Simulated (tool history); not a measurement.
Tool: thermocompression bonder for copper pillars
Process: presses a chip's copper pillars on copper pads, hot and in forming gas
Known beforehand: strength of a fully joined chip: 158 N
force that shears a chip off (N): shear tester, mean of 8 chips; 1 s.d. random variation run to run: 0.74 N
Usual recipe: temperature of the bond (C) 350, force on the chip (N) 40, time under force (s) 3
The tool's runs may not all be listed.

run     day  temperature of the bond (C)  force on the chip (N)  time under force (s)  force that shears a chip off (N)
  1       0                          350                     40                     3                              62.7
  2   1.542                          350                     40                     3                              61.5
  3   3.225                          350                     40                     2                              54.4
  4   4.483                          350                     40                     2                              52.1
  5   5.946                          350                     40                     2                              53.9
  6   7.888                          350                     40                     2                              52.3
      9.283  -- forming gas filter changed
  7   9.675                          350                     40                     2                              54.2
  8  11.612                          350                     40                     2                              53.3
  9  13.058                          350                     40                     3                              62.9
 10  14.492                          350                     40                     3                              61.4
 11  16.408                          350                     40                     3                                63
 12  18.088                          350                     43                     3                              66.8
 13  19.325                          350                     40                     3                                62
 14  21.142                          350                     40                     3                              63.3
 15  22.596                          350                     40                     3                              61.7
 16   24.55                          350                     40                     3                              63.2
 17    25.7                          350                     40                     9                                92
 18  26.783                          350                     40                     9                              91.9
 19  27.717                          350                     40                     9                              92.4
     27.892  -- heater calibrated with a thermocouple chip
 20  29.371                          350                     40                     9                              86.9
 21  31.146                          350                     40                     9                              89.5
 22  32.454                          350                     40                     9                              86.9
 23  33.717                          371                     53                     9                             119.7
 24  34.692                          367                     40                     3                              71.4
 25  36.454                          327                     27                     3                              30.1
 26  37.329                          369                     25                     3                              50.6
     38.071  -- heater calibrated with a thermocouple chip, once more
 27  39.417                          320                     30                     4                              39.7
     39.975  -- forming gas filter changed
 28  40.725                          321                     26                     3                              31.8
 29  41.767                          331                     33                     2                              38.6
 30   42.85                          331                     33                     2                              39.3
 31  44.029                          331                     46                     3                              59.5
 32  45.396                          334                     57                     3                              70.8
 33  47.133                          334                     57                     3                              71.9
 34  48.921                          380                     57                     3                               109
 35  50.583                          380                     57                     3                             110.1
 36  52.254                          367                     57                     4                               108
 37  53.896                          367                     57                     4                             106.5
 38    55.9                          367                     57                     4                               107
 39  57.538                          349                     32                     3                              55.2

Alternative continuations, all from the tool just after run 39; predict every row:
  A  59.358                          344                     40                     3                                 ?
  B  59.358                          350                     40                     4                                 ?
  C  59.358                          349                     46                     3                                 ?
  D  59.358                          340                     32                     2                                 ?

run  force that shears a chip off (N)
  A                                61
  B                              71.6
  C                              71.6
  D                              41.1
Take away the tool's hidden state, keep each run's random variation, and the runs would have read:
run  force that shears a chip off (N)
  A                              61.2
  B                              71.8
  C                              71.8
  D                              41.2

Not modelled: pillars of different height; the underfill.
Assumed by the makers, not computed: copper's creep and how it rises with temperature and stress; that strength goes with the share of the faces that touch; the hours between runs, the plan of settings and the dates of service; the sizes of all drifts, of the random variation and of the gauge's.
